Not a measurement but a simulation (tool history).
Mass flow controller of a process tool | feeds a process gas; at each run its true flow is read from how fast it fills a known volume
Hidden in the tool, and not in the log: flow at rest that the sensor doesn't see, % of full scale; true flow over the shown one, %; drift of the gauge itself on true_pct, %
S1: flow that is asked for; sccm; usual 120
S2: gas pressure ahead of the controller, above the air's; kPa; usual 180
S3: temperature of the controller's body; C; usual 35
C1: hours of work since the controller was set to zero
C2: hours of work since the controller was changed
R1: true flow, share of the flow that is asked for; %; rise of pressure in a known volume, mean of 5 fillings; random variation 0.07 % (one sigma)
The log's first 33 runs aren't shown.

{"run": 34, "hour": 6938.9, "S1": 20, "S2": 147, "S3": 31, "C1": 2277, "C2": 3481, "R1": 99.28}
{"run": 35, "hour": 7053.5, "S1": 20, "S2": 147, "S3": 31, "C1": 2360, "C2": 3564, "R1": 99.28}
{"run": 36, "hour": 7257.3, "S1": 126, "S2": 165, "S3": 32, "C1": 2507, "C2": 3711, "R1": 97.3}
{"run": 37, "hour": 7379.7, "S1": 36, "S2": 162, "S3": 35, "C1": 2595, "C2": 3800, "R1": 97.73}
{"run": 38, "hour": 7538.4, "S1": 59, "S2": 197, "S3": 28, "C1": 2710, "C2": 3914, "R1": 97.32}
{"run": 39, "hour": 7675.8, "S1": 59, "S2": 197, "S3": 28, "C1": 2809, "C2": 4013, "R1": 97.43}
{"run": 40, "hour": 7913.3, "S1": 32, "S2": 248, "S3": 39, "C1": 2980, "C2": 4185, "R1": 97.76}
{"run": 41, "hour": 8032.4, "S1": 188, "S2": 248, "S3": 31, "C1": 3066, "C2": 4271, "R1": 97.57}
{"run": 42, "hour": 8288.3, "S1": 60, "S2": 212, "S3": 23, "C1": 3251, "C2": 4456, "R1": 97.77}
{"run": 43, "hour": 8476.7, "S1": 120, "S2": 237, "S3": 26, "C1": 3387, "C2": 4592, "R1": 97.32}
{"run": 44, "hour": 8693.2, "S1": 120, "S2": 237, "S3": 26, "C1": 3543, "C2": 4748, "R1": 97.28}
{"run": 45, "hour": 8865.5, "S1": 31, "S2": 195, "S3": 22, "C1": 3668, "C2": 4873, "R1": 99.28}

Forecast each of these 3 alternatives for the next run:
{"run": "A", "hour": 9060.6, "S1": 32, "S2": 198, "S3": 22, "C1": 3809, "C2": 5013, "R1": "?"}
{"run": "B", "hour": 9060.6, "S1": 31, "S2": 221, "S3": 40, "C1": 3809, "C2": 5013, "R1": "?"}
{"run": "C", "hour": 9060.6, "S1": 63, "S2": 180, "S3": 35, "C1": 3809, "C2": 5013, "R1": "?"}

run=A R1=99.1
run=B R1=98.27
run=C R1=96.84
Without the tool's hidden state the same runs would have given:
run=A R1=98.05
run=B R1=97.09
run=C R1=97.64
